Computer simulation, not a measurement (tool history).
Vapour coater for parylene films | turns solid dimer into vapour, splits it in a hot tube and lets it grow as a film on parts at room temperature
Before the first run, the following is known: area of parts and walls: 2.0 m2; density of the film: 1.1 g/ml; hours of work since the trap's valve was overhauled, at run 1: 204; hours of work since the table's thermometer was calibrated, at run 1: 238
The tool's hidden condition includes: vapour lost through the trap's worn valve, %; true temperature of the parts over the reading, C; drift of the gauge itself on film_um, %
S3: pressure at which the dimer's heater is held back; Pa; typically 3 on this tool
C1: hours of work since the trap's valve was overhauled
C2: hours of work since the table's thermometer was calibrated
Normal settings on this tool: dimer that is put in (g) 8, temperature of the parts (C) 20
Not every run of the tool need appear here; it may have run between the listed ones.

run 1 day=0 | dimer_that_is_put_in_(g)=8 temperature_of_the_parts_(C)=20 S3=3 | C1=204 C2=238 | thickness_of_the_film_(µm)=2.44
run 2 day=0.554 | dimer_that_is_put_in_(g)=8 temperature_of_the_parts_(C)=20 S3=3 | C1=212 C2=245 | thickness_of_the_film_(µm)=2.44
run 3 day=0.958 | dimer_that_is_put_in_(g)=9 temperature_of_the_parts_(C)=20 S3=3 | C1=217 C2=251 | thickness_of_the_film_(µm)=2.74
run 4 day=1.767 | dimer_that_is_put_in_(g)=8 temperature_of_the_parts_(C)=27 S3=3 | C1=228 C2=262 | thickness_of_the_film_(µm)=1.89
run 5 day=2.65 | dimer_that_is_put_in_(g)=8 temperature_of_the_parts_(C)=20 S3=5.52 | C1=240 C2=274 | thickness_of_the_film_(µm)=2.24
run 6 day=3.417 | dimer_that_is_put_in_(g)=8 temperature_of_the_parts_(C)=20 S3=5.52 | C1=250 C2=284 | thickness_of_the_film_(µm)=2.25
run 7 day=4.267 | dimer_that_is_put_in_(g)=8 temperature_of_the_parts_(C)=20 S3=5.52 | C1=262 C2=295 | thickness_of_the_film_(µm)=2.28
run 8 day=5.129 | dimer_that_is_put_in_(g)=8 temperature_of_the_parts_(C)=20 S3=5.52 | C1=273 C2=307 | thickness_of_the_film_(µm)=2.27
run 9 day=5.558 | dimer_that_is_put_in_(g)=8 temperature_of_the_parts_(C)=20 S3=5.52 | C1=279 C2=313 | thickness_of_the_film_(µm)=2.25
run 10 day=6.092 | dimer_that_is_put_in_(g)=8 temperature_of_the_parts_(C)=20 S3=3 | C1=286 C2=320 | thickness_of_the_film_(µm)=2.38
run 11 day=6.8 | dimer_that_is_put_in_(g)=8 temperature_of_the_parts_(C)=16 S3=3 | C1=296 C2=329 | thickness_of_the_film_(µm)=2.73
run 12 day=7.217 | dimer_that_is_put_in_(g)=8 temperature_of_the_parts_(C)=20 S3=3 | C1=301 C2=335 | thickness_of_the_film_(µm)=2.38
run 13 day=7.662 | dimer_that_is_put_in_(g)=8 temperature_of_the_parts_(C)=20 S3=3 | C1=307 C2=341 | thickness_of_the_film_(µm)=2.39
run 14 day=8.483 | dimer_that_is_put_in_(g)=8 temperature_of_the_parts_(C)=20 S3=7.48 | C1=318 C2=352 | thickness_of_the_film_(µm)=2.14
-- day=8.733 trap's valve overhauled
run 15 day=9.321 | dimer_that_is_put_in_(g)=8 temperature_of_the_parts_(C)=26 S3=7.48 | C1=8 C2=361 | thickness_of_the_film_(µm)=1.72
run 16 day=9.892 | dimer_that_is_put_in_(g)=8 temperature_of_the_parts_(C)=26 S3=7.48 | C1=16 C2=369 | thickness_of_the_film_(µm)=1.72
run 17 day=10.296 | dimer_that_is_put_in_(g)=8 temperature_of_the_parts_(C)=26 S3=7.48 | C1=21 C2=374 | thickness_of_the_film_(µm)=1.69
run 18 day=11.046 | dimer_that_is_put_in_(g)=8 temperature_of_the_parts_(C)=20 S3=3 | C1=31 C2=384 | thickness_of_the_film_(µm)=2.28
run 19 day=11.892 | dimer_that_is_put_in_(g)=8 temperature_of_the_parts_(C)=20 S3=3 | C1=42 C2=395 | thickness_of_the_film_(µm)=2.3
run 20 day=12.508 | dimer_that_is_put_in_(g)=8 temperature_of_the_parts_(C)=20 S3=3 | C1=51 C2=404 | thickness_of_the_film_(µm)=2.3
run 21 day=12.921 | dimer_that_is_put_in_(g)=8 temperature_of_the_parts_(C)=19 S3=3 | C1=56 C2=409 | thickness_of_the_film_(µm)=2.32
run 22 day=13.575 | dimer_that_is_put_in_(g)=8 temperature_of_the_parts_(C)=19 S3=3 | C1=65 C2=418 | thickness_of_the_film_(µm)=2.35
-- day=14.088 trap's valve overhauled, once more
run 23 day=14.342 | dimer_that_is_put_in_(g)=8 temperature_of_the_parts_(C)=19 S3=3 | C1=3 C2=426 | thickness_of_the_film_(µm)=2.63
run 24 day=15.267 | dimer_that_is_put_in_(g)=5 temperature_of_the_parts_(C)=19 S3=9.13 | C1=16 C2=438 | thickness_of_the_film_(µm)=1.44
run 25 day=15.825 | dimer_that_is_put_in_(g)=3 temperature_of_the_parts_(C)=21 S3=3.37 | C1=23 C2=446 | thickness_of_the_film_(µm)=0.89
run 26 day=16.579 | dimer_that_is_put_in_(g)=8 temperature_of_the_parts_(C)=15 S3=10.96 | C1=33 C2=456 | thickness_of_the_film_(µm)=2.63
run 27 day=17.138 | dimer_that_is_put_in_(g)=9 temperature_of_the_parts_(C)=20 S3=3 | C1=41 C2=464 | thickness_of_the_film_(µm)=2.86
run 28 day=17.733 | dimer_that_is_put_in_(g)=8 temperature_of_the_parts_(C)=29 S3=3.75 | C1=49 C2=472 | thickness_of_the_film_(µm)=1.84
run 29 day=18.479 | dimer_that_is_put_in_(g)=8 temperature_of_the_parts_(C)=20 S3=2.28 | C1=59 C2=482 | thickness_of_the_film_(µm)=2.57
run 30 day=19.192 | dimer_that_is_put_in_(g)=8 temperature_of_the_parts_(C)=20 S3=2.28 | C1=69 C2=491 | thickness_of_the_film_(µm)=2.58
run 31 day=19.704 | dimer_that_is_put_in_(g)=8 temperature_of_the_parts_(C)=20 S3=2.28 | C1=75 C2=498 | thickness_of_the_film_(µm)=2.55
run 32 day=20.367 | dimer_that_is_put_in_(g)=8 temperature_of_the_parts_(C)=20 S3=5.09 | C1=84 C2=507 | thickness_of_the_film_(µm)=2.39
run 33 day=21.017 | dimer_that_is_put_in_(g)=3 temperature_of_the_parts_(C)=13 S3=7.82 | C1=93 C2=516 | thickness_of_the_film_(µm)=1.1
run 34 day=21.488 | dimer_that_is_put_in_(g)=3 temperature_of_the_parts_(C)=23 S3=2.03 | C1=99 C2=522 | thickness_of_the_film_(µm)=0.87
run 35 day=21.904 | dimer_that_is_put_in_(g)=3 temperature_of_the_parts_(C)=23 S3=2.03 | C1=105 C2=528 | thickness_of_the_film_(µm)=0.88
run 36 day=22.512 | dimer_that_is_put_in_(g)=10 temperature_of_the_parts_(C)=23 S3=2.03 | C1=113 C2=536 | thickness_of_the_film_(µm)=2.94
run 37 day=23.371 | dimer_that_is_put_in_(g)=4 temperature_of_the_parts_(C)=30 S3=2.03 | C1=125 C2=547 | thickness_of_the_film_(µm)=0.92
run 38 day=23.9 | dimer_that_is_put_in_(g)=8 temperature_of_the_parts_(C)=24 S3=2.02 | C1=132 C2=554 | thickness_of_the_film_(µm)=2.23
run 39 day=24.683 | dimer_that_is_put_in_(g)=8 temperature_of_the_parts_(C)=24 S3=2.02 | C1=142 C2=565 | thickness_of_the_film_(µm)=2.26
run 40 day=25.571 | dimer_that_is_put_in_(g)=6 temperature_of_the_parts_(C)=28 S3=3 | C1=154 C2=577 | thickness_of_the_film_(µm)=1.42
run 41 day=26.308 | dimer_that_is_put_in_(g)=11 temperature_of_the_parts_(C)=20 S3=3 | C1=164 C2=587 | thickness_of_the_film_(µm)=3.42
run 42 day=26.75 | dimer_that_is_put_in_(g)=11 temperature_of_the_parts_(C)=20 S3=4.62 | C1=170 C2=593 | thickness_of_the_film_(µm)=3.21
run 43 day=27.521 | dimer_that_is_put_in_(g)=5 temperature_of_the_parts_(C)=14 S3=4.62 | C1=180 C2=603 | thickness_of_the_film_(µm)=1.81
run 44 day=28.358 | dimer_that_is_put_in_(g)=5 temperature_of_the_parts_(C)=14 S3=4.62 | C1=192 C2=614 | thickness_of_the_film_(µm)=1.79
run 45 day=29.154 | dimer_that_is_put_in_(g)=3 temperature_of_the_parts_(C)=13 S3=8.55 | C1=202 C2=625 | thickness_of_the_film_(µm)=1.02
run 46 day=29.575 | dimer_that_is_put_in_(g)=8 temperature_of_the_parts_(C)=16 S3=2.33 | C1=208 C2=631 | thickness_of_the_film_(µm)=2.89

Take each entry between the runs: how does the hidden state at the last listed run before it differ from the hidden state at the first listed run after it?
Run 14 -> run 15: trap's valve overhauled (day 8.733)
  vapour lost through the trap's worn valve, %: 6.9 -> 10
  measured result minus the result with no hidden state, thickness of the film (µm): -0.15 -> -0.19
Run 22 -> run 23: trap's valve overhauled, once more (day 14.088)
  vapour lost through the trap's worn valve, %: 11.1 -> 0.5
  measured result minus the result with no hidden state, thickness of the film (µm): -0.28 -> +0
